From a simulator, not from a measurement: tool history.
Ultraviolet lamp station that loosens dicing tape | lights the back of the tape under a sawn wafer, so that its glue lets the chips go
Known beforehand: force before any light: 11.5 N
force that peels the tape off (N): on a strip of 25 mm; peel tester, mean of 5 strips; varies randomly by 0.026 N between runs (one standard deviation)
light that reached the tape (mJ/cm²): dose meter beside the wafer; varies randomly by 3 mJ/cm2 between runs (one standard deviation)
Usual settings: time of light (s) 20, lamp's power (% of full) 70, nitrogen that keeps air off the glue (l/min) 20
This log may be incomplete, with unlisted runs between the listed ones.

run,day,time of light (s),lamp's power (% of full),nitrogen that keeps air off the glue (l/min),force that peels the tape off (N),light that reached the tape (mJ/cm²)
1,0,20,70,20,1.522,405
2,0.525,20,70,20,1.533,404
3,0.912,20,66,20,1.723,374
4,1.488,20,71,20,1.501,408
5,2.425,12,70,20,3.412,238
6,3.012,20,61,20,1.993,348
7,3.408,20,61,20,2.078,348
8,4.125,20,61,20,1.991,342
9,4.9,20,61,20,2.14,348
10,5.396,20,61,20,1.993,339
11,6.267,17,70,20,2.165,336
12,7.112,20,84,20,1.105,467
13,7.854,20,84,20,1.138,464
14,8.504,20,84,20,1.112,463
15,9.083,20,70,20,1.668,380
16,9.554,20,70,20,1.619,387
17,10.029,20,70,20,1.631,383
# day 10.138: window cleaned of glue's vapour
18,10.892,20,70,20,1.567,392
19,11.671,18,70,20,1.895,359
20,12.383,18,70,20,1.913,358
21,13.283,18,70,20,1.94,354
22,13.746,23,62,38,1.003,404
23,14.575,19,60,31,1.815,321
24,15.4,20,85,13,1.601,473
25,16.158,23,64,20,1.506,410
26,16.675,18,77,19,1.689,382
27,17.379,11,80,8,4.829,241
28,17.912,24,77,8,1.902,504
29,18.425,24,77,8,1.854,512
30,18.958,15,70,18,2.89,288
31,19.867,15,70,18,2.841,284
32,20.717,19,79,38,1.004,405
33,21.171,36,73,9,0.869,706
34,21.588,36,73,9,0.884,705
35,22.308,25,78,22,0.83,516
36,23.071,20,89,20,1.099,473
37,23.55,24,63,27,1.248,398
38,24.1,11,95,7,4.455,275
39,24.646,11,95,7,4.672,279
40,25.367,11,95,9,4.071,273
41,25.904,23,95,8,1.541,569
# day 26.104: window cleaned of glue's vapour
42,26.692,16,70,20,2.481,301

Forecast each of these 3 alternatives for the next run:
A,27.254,20,68,10,?,?
B,27.254,13,99,10,?,?
C,27.254,22,75,13,?,?

run,force that peels the tape off (N),light that reached the tape (mJ/cm²)
A,2.743,369
B,2.816,347
C,1.762,447
What these runs would have given with no unlogged condition in the tool:
run,force that peels the tape off (N),light that reached the tape (mJ/cm²)
A,2.157,433
B,2.242,408
C,1.287,525
